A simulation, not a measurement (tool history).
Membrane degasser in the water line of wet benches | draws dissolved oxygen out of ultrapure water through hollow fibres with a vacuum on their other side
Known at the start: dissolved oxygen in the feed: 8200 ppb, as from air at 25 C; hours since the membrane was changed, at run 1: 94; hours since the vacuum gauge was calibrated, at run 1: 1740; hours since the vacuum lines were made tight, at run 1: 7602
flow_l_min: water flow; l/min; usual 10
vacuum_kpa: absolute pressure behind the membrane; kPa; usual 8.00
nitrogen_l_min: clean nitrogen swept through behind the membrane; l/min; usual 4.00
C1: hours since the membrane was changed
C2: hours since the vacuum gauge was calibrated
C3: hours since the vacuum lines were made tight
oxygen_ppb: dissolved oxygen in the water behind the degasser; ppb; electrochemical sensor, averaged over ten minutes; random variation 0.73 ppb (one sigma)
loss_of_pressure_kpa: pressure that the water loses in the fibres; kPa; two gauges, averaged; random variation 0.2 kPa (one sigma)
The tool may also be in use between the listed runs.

Run 1, hour 0.0: usual settings; C1 94; C2 1740; C3 7602. Result: oxygen_ppb 67.2 ppb, loss_of_pressure_kpa 43.93 kPa.
Run 2, hour 75.2: usual settings; C1 170; C2 1815; C3 7677. Result: oxygen_ppb 66.7 ppb, loss_of_pressure_kpa 44.48 kPa.
Run 3, hour 150.5: usual settings but vacuum_kpa 17.45 kPa; C1 245; C2 1890; C3 7753. Result: oxygen_ppb 123.0 ppb, loss_of_pressure_kpa 44.06 kPa.
Run 4, hour 208.6: usual settings but vacuum_kpa 17.45 kPa; C1 303; C2 1948; C3 7811. Result: oxygen_ppb 124.8 ppb, loss_of_pressure_kpa 43.83 kPa.
Run 5, hour 263.8: usual settings; C1 358; C2 2004; C3 7866. Result: oxygen_ppb 67.1 ppb, loss_of_pressure_kpa 44.23 kPa.
Run 6, hour 312.5: usual settings; C1 407; C2 2052; C3 7915. Result: oxygen_ppb 66.2 ppb, loss_of_pressure_kpa 44.17 kPa.
Run 7, hour 381.7: usual settings; C1 476; C2 2121; C3 7984. Result: oxygen_ppb 66.2 ppb, loss_of_pressure_kpa 43.91 kPa.
Run 8, hour 426.2: usual settings but flow_l_min 16 l/min; C1 521; C2 2166; C3 8028. Result: oxygen_ppb 272.2 ppb, loss_of_pressure_kpa 70.75 kPa.
Run 9, hour 470.0: usual settings but flow_l_min 16 l/min; C1 564; C2 2210; C3 8072. Result: oxygen_ppb 269.6 ppb, loss_of_pressure_kpa 70.72 kPa.
Run 10, hour 547.0: usual settings but flow_l_min 16 l/min; C1 641; C2 2287; C3 8149. Result: oxygen_ppb 268.5 ppb, loss_of_pressure_kpa 70.53 kPa.
Run 11, hour 618.7: usual settings; C1 713; C2 2358; C3 8221. Result: oxygen_ppb 65.6 ppb, loss_of_pressure_kpa 43.88 kPa.
Run 12, hour 667.4: usual settings but flow_l_min 9 l/min; C1 762; C2 2407; C3 8270. Result: oxygen_ppb 47.9 ppb, loss_of_pressure_kpa 39.60 kPa.
Run 13, hour 725.0: usual settings but flow_l_min 9 l/min, nitrogen_l_min 5.16 l/min; C1 819; C2 2465; C3 8327. Result: oxygen_ppb 42.4 ppb, loss_of_pressure_kpa 39.93 kPa.
Run 14, hour 785.8: usual settings but flow_l_min 9 l/min, nitrogen_l_min 5.16 l/min; C1 880; C2 2525; C3 8388. Result: oxygen_ppb 42.1 ppb, loss_of_pressure_kpa 39.60 kPa.
Run 15, hour 819.7: usual settings but flow_l_min 9 l/min, nitrogen_l_min 5.16 l/min; C1 914; C2 2559; C3 8422. Result: oxygen_ppb 42.9 ppb, loss_of_pressure_kpa 39.56 kPa.
Run 16, hour 856.4: usual settings; C1 951; C2 2596; C3 8459. Result: oxygen_ppb 64.8 ppb, loss_of_pressure_kpa 43.88 kPa.
Run 17, hour 916.9: usual settings; C1 1011; C2 2657; C3 8519. Result: oxygen_ppb 66.3 ppb, loss_of_pressure_kpa 44.15 kPa.
Run 18, hour 952.3: usual settings but flow_l_min 7 l/min, vacuum_kpa 7.09 kPa, nitrogen_l_min 3.21 l/min; C1 1047; C2 2692; C3 8555. Result: oxygen_ppb 26.3 ppb, loss_of_pressure_kpa 30.80 kPa.
Run 19, hour 1021.5: usual settings but flow_l_min 8 l/min, nitrogen_l_min 2.82 l/min; C1 1116; C2 2761; C3 8624. Result: oxygen_ppb 44.9 ppb, loss_of_pressure_kpa 35.22 kPa.
Run 20, hour 1078.8: usual settings but flow_l_min 9 l/min, vacuum_kpa 9.10 kPa, nitrogen_l_min 2.77 l/min; C1 1173; C2 2818; C3 8681. Result: oxygen_ppb 68.7 ppb, loss_of_pressure_kpa 39.56 kPa.
Run 21, hour 1111.5: usual settings but flow_l_min 9 l/min, vacuum_kpa 9.10 kPa, nitrogen_l_min 2.77 l/min; C1 1206; C2 2851; C3 8714. Result: oxygen_ppb 69.3 ppb, loss_of_pressure_kpa 39.29 kPa.
Run 22, hour 1145.7: usual settings but flow_l_min 13 l/min, vacuum_kpa 13.07 kPa, nitrogen_l_min 6.00 l/min; C1 1240; C2 2885; C3 8748. Result: oxygen_ppb 162.5 ppb, loss_of_pressure_kpa 57.06 kPa.
Run 23, hour 1217.7: usual settings but nitrogen_l_min 3.57 l/min; C1 1312; C2 2957; C3 8820. Result: oxygen_ppb 69.9 ppb, loss_of_pressure_kpa 44.11 kPa.
Run 24, hour 1253.1: usual settings but flow_l_min 11 l/min, vacuum_kpa 15.07 kPa, nitrogen_l_min 1.87 l/min; C1 1347; C2 2993; C3 8855. Result: oxygen_ppb 222.3 ppb, loss_of_pressure_kpa 48.38 kPa.
Run 25, hour 1314.3: usual settings but flow_l_min 11 l/min, vacuum_kpa 15.07 kPa, nitrogen_l_min 1.87 l/min; C1 1409; C2 3054; C3 8917. Result: oxygen_ppb 220.3 ppb, loss_of_pressure_kpa 48.29 kPa.
Run 26, hour 1365.0: usual settings but flow_l_min 11 l/min, vacuum_kpa 15.07 kPa, nitrogen_l_min 1.87 l/min; C1 1459; C2 3105; C3 8967. Result: oxygen_ppb 224.7 ppb, loss_of_pressure_kpa 48.59 kPa.
Run 27, hour 1414.7: usual settings but flow_l_min 14 l/min, vacuum_kpa 10.52 kPa, nitrogen_l_min 2.89 l/min; C1 1509; C2 3154; C3 9017. Result: oxygen_ppb 226.7 ppb, loss_of_pressure_kpa 61.73 kPa.
Run 28, hour 1473.2: usual settings but flow_l_min 14 l/min, vacuum_kpa 10.52 kPa, nitrogen_l_min 2.89 l/min; C1 1568; C2 3213; C3 9075. Result: oxygen_ppb 231.3 ppb, loss_of_pressure_kpa 61.78 kPa.
Run 29, hour 1534.3: usual settings but flow_l_min 14 l/min, vacuum_kpa 10.52 kPa, nitrogen_l_min 2.89 l/min; C1 1629; C2 3274; C3 9137. Result: oxygen_ppb 223.8 ppb, loss_of_pressure_kpa 61.29 kPa.
Run 30, hour 1600.6: usual settings but flow_l_min 14 l/min, vacuum_kpa 5.73 kPa; C1 1695; C2 3340; C3 9203. Result: oxygen_ppb 168.2 ppb, loss_of_pressure_kpa 62.07 kPa.
Run 31, hour 1638.5: usual settings but flow_l_min 15 l/min, vacuum_kpa 6.62 kPa, nitrogen_l_min 2.39 l/min; C1 1733; C2 3378; C3 9241. Result: oxygen_ppb 236.7 ppb, loss_of_pressure_kpa 65.72 kPa.

4 ways to go on from here, each from the tool as it stands after run 31. What would each give?
Run A, hour 1692.7: usual settings but flow_l_min 13 l/min, nitrogen_l_min 5.46 l/min; C1 1787; C2 3432; C3 9295. Result: oxygen_ppb ?, loss_of_pressure_kpa ?.
Run B, hour 1692.7: usual settings but flow_l_min 15 l/min, vacuum_kpa 6.62 kPa, nitrogen_l_min 1.88 l/min; C1 1787; C2 3432; C3 9295. Result: oxygen_ppb ?, loss_of_pressure_kpa ?.
Run C, hour 1692.7: usual settings but flow_l_min 14 l/min, vacuum_kpa 9.35 kPa, nitrogen_l_min 5.66 l/min; C1 1787; C2 3432; C3 9295. Result: oxygen_ppb ?, loss_of_pressure_kpa ?.
Run D, hour 1692.7: usual settings but flow_l_min 9 l/min; C1 1787; C2 3432; C3 9295. Result: oxygen_ppb ?, loss_of_pressure_kpa ?.

run  oxygen_ppb  loss_of_pressure_kpa
  A       137.4                 56.97
  B       247.5                 66.00
  C       179.8                 61.46
  D        49.0                 39.88
Without the tool's hidden state the same runs would have given:
run  oxygen_ppb  loss_of_pressure_kpa
  A       137.3                 56.96
  B       247.4                 65.99
  C       179.7                 61.45
  D        49.0                 39.87

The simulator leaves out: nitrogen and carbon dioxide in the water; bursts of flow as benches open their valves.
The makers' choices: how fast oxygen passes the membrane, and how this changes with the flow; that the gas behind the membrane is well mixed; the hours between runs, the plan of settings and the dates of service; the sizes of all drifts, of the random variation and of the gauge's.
